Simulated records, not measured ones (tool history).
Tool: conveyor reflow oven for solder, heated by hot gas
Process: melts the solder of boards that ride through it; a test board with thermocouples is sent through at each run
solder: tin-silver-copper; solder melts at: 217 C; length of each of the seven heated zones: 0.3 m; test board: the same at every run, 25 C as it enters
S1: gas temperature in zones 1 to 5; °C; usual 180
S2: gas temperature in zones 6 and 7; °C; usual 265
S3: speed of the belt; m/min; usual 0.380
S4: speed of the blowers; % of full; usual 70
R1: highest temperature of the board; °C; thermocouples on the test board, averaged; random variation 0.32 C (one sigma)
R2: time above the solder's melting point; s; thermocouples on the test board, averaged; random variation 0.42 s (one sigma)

run 1 hour=0.0 | S1=180 S2=265 S3=0.380 S4=70 | R1=250.3 R2=72.9
run 2 hour=19.6 | S1=180 S2=265 S3=0.380 S4=70 | R1=249.7 R2=73.2
run 3 hour=45.6 | S1=175 S2=265 S3=0.380 S4=70 | R1=248.6 R2=69.6
run 4 hour=58.0 | S1=180 S2=265 S3=0.380 S4=70 | R1=249.9 R2=73.2
run 5 hour=88.1 | S1=180 S2=265 S3=0.380 S4=70 | R1=250.2 R2=72.2
run 6 hour=114.1 | S1=180 S2=265 S3=0.380 S4=70 | R1=249.4 R2=72.2
run 7 hour=136.0 | S1=180 S2=265 S3=0.380 S4=70 | R1=249.7 R2=73.2
run 8 hour=162.3 | S1=180 S2=277 S3=0.380 S4=70 | R1=259.4 R2=81.1
run 9 hour=183.3 | S1=180 S2=256 S3=0.380 S4=70 | R1=241.3 R2=64.7
run 10 hour=202.0 | S1=180 S2=256 S3=0.380 S4=70 | R1=241.6 R2=64.9
run 11 hour=230.1 | S1=180 S2=266 S3=0.380 S4=70 | R1=250.2 R2=72.5
run 12 hour=250.4 | S1=180 S2=266 S3=0.380 S4=70 | R1=250.4 R2=73.1
run 13 hour=267.1 | S1=180 S2=266 S3=0.380 S4=70 | R1=249.9 R2=73.2
run 14 hour=279.5 | S1=180 S2=266 S3=0.380 S4=70 | R1=250.2 R2=72.6
run 15 hour=306.8 | S1=180 S2=266 S3=0.380 S4=70 | R1=250.6 R2=73.1
run 16 hour=332.3 | S1=180 S2=266 S3=0.380 S4=70 | R1=249.8 R2=72.9
-- hour=346.3 flux residue cleaned out of gas plates and filters
run 17 hour=349.8 | S1=180 S2=259 S3=0.380 S4=70 | R1=245.1 R2=68.8
run 18 hour=373.1 | S1=180 S2=259 S3=0.380 S4=70 | R1=244.8 R2=68.4
run 19 hour=396.2 | S1=180 S2=259 S3=0.380 S4=67 | R1=244.5 R2=67.1
run 20 hour=416.1 | S1=180 S2=259 S3=0.380 S4=67 | R1=244.2 R2=67.7
run 21 hour=440.3 | S1=170 S2=265 S3=0.424 S4=70 | R1=244.8 R2=55.2
run 22 hour=462.2 | S1=170 S2=265 S3=0.424 S4=70 | R1=244.9 R2=55.0
run 23 hour=476.8 | S1=186 S2=273 S3=0.380 S4=70 | R1=257.9 R2=82.8
run 24 hour=490.6 | S1=180 S2=263 S3=0.366 S4=67 | R1=248.0 R2=73.9
run 25 hour=502.7 | S1=180 S2=265 S3=0.331 S4=89 | R1=255.8 R2=94.0
run 26 hour=531.4 | S1=180 S2=278 S3=0.445 S4=70 | R1=255.5 R2=65.7
run 27 hour=559.5 | S1=180 S2=278 S3=0.445 S4=70 | R1=255.6 R2=66.1
run 28 hour=586.9 | S1=180 S2=278 S3=0.445 S4=70 | R1=255.5 R2=65.0
run 29 hour=614.1 | S1=180 S2=276 S3=0.410 S4=58 | R1=252.2 R2=68.2
run 30 hour=641.8 | S1=171 S2=274 S3=0.425 S4=53 | R1=244.9 R2=54.0

5 ways to go on from here, each from the tool as it stands after run 30. What would each give?
run A hour=661.0 | S1=171 S2=274 S3=0.306 S4=53 | R1=? R2=?
run B hour=661.0 | S1=195 S2=274 S3=0.336 S4=53 | R1=? R2=?
run C hour=661.0 | S1=183 S2=274 S3=0.307 S4=74 | R1=? R2=?
run D hour=661.0 | S1=185 S2=273 S3=0.380 S4=77 | R1=? R2=?
run E hour=661.0 | S1=171 S2=278 S3=0.419 S4=53 | R1=? R2=?

run=A R1=257.5 R2=94.3
run=B R1=258.8 R2=100.3
run=C R1=263.3 R2=108.0
run=D R1=258.3 R2=83.7
run=E R1=248.7 R2=58.5
Without the tool's hidden state the same runs would have given:
run=A R1=259.1 R2=93.3
run=B R1=260.4 R2=98.8
run=C R1=265.2 R2=106.5
run=D R1=260.2 R2=82.9
run=E R1=250.2 R2=58.5

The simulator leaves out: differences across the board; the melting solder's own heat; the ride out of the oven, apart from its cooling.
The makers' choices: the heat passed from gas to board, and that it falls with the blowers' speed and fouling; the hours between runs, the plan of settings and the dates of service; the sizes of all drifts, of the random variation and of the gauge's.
